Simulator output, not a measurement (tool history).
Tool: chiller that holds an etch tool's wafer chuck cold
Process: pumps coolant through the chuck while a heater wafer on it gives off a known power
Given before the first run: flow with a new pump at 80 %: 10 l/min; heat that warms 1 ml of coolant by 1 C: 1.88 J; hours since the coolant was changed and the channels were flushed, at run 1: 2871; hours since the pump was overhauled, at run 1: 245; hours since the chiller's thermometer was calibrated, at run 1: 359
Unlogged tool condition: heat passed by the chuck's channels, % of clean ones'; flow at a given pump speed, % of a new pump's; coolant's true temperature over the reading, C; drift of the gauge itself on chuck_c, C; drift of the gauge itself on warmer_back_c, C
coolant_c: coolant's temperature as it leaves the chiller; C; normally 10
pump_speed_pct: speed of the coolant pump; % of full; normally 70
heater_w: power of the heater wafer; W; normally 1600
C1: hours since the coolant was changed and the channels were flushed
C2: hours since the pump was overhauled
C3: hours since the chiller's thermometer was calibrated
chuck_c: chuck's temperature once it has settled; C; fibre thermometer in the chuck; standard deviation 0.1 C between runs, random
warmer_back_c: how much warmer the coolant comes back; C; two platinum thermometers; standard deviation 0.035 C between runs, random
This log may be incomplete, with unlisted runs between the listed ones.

Run 1, hour 0.0: usual settings; C1 2871; C2 245; C3 359. Result: chuck_c 25.8 C, warmer_back_c 5.95 C.
Run 2, hour 56.8: usual settings; C1 2928; C2 302; C3 415. Result: chuck_c 25.8 C, warmer_back_c 6.00 C.
Run 3, hour 97.7: usual settings; C1 2969; C2 342; C3 456. Result: chuck_c 25.9 C, warmer_back_c 5.94 C.
Run 4, hour 177.3: usual settings; C1 3049; C2 422; C3 536. Result: chuck_c 26.0 C, warmer_back_c 5.91 C.
Run 5, hour 254.6: usual settings; C1 3126; C2 499; C3 613. Result: chuck_c 26.0 C, warmer_back_c 5.92 C.
Run 6, hour 311.5: usual settings but pump_speed_pct 87 % of full; C1 3183; C2 556; C3 670. Result: chuck_c 23.4 C, warmer_back_c 4.75 C.
Run 7, hour 368.5: usual settings but pump_speed_pct 71 % of full; C1 3240; C2 613; C3 727. Result: chuck_c 25.8 C, warmer_back_c 5.89 C.
Run 8, hour 403.4: usual settings but pump_speed_pct 97 % of full; C1 3275; C2 648; C3 762. Result: chuck_c 22.2 C, warmer_back_c 4.22 C.
Run 9, hour 474.8: usual settings but coolant_c 14 C, heater_w 1346 W; C1 3346; C2 720; C3 833. Result: chuck_c 27.5 C, warmer_back_c 5.02 C.
Run 10, hour 512.9: usual settings but coolant_c 14 C, heater_w 1244 W; C1 3384; C2 758; C3 871. Result: chuck_c 26.2 C, warmer_back_c 4.63 C.
Run 11, hour 567.2: usual settings but heater_w 1843 W; C1 3439; C2 812; C3 926. Result: chuck_c 28.5 C, warmer_back_c 6.86 C.
Run 12, hour 621.1: usual settings but coolant_c 5 C, pump_speed_pct 78 % of full, heater_w 1073 W; C1 3493; C2 866; C3 980. Result: chuck_c 14.7 C, warmer_back_c 3.61 C.
Run 13, hour 657.5: usual settings but coolant_c 3 C, pump_speed_pct 91 % of full, heater_w 1791 W; C1 3529; C2 902; C3 1016. Result: chuck_c 17.5 C, warmer_back_c 5.12 C.
Run 14, hour 692.4: usual settings but coolant_c 3 C, pump_speed_pct 91 % of full, heater_w 1791 W; C1 3564; C2 937; C3 1051. Result: chuck_c 17.5 C, warmer_back_c 5.11 C.
Run 15, hour 770.4: usual settings but coolant_c 3 C, pump_speed_pct 76 % of full, heater_w 1791 W; C1 3642; C2 1015; C3 1129. Result: chuck_c 20.0 C, warmer_back_c 6.12 C.
Run 16, hour 814.5: usual settings but coolant_c 3 C, pump_speed_pct 76 % of full, heater_w 1791 W; C1 3686; C2 1059; C3 1173. Result: chuck_c 19.9 C, warmer_back_c 6.18 C.

What if the next run were any one of these 3? Each begins from the tool's condition after run 16:
Run A, hour 876.7: usual settings but coolant_c 3 C, pump_speed_pct 96 % of full, heater_w 820 W; C1 3748; C2 1121; C3 1235. Result: chuck_c ?, warmer_back_c ?.
Run B, hour 876.7: usual settings but coolant_c 12 C, pump_speed_pct 95 % of full, heater_w 1376 W; C1 3748; C2 1121; C3 1235. Result: chuck_c ?, warmer_back_c ?.
Run C, hour 876.7: usual settings but coolant_c 6 C, pump_speed_pct 84 % of full, heater_w 1146 W; C1 3748; C2 1121; C3 1235. Result: chuck_c ?, warmer_back_c ?.

run  chuck_c  warmer_back_c
  A      9.3           2.20
  B     22.8           3.77
  C     16.0           3.57
The same runs, with their run-to-run variation unchanged, on a tool lacking any hidden condition would have given:
run  chuck_c  warmer_back_c
  A      8.8           2.16
  B     22.0           3.70
  C     15.2           3.50
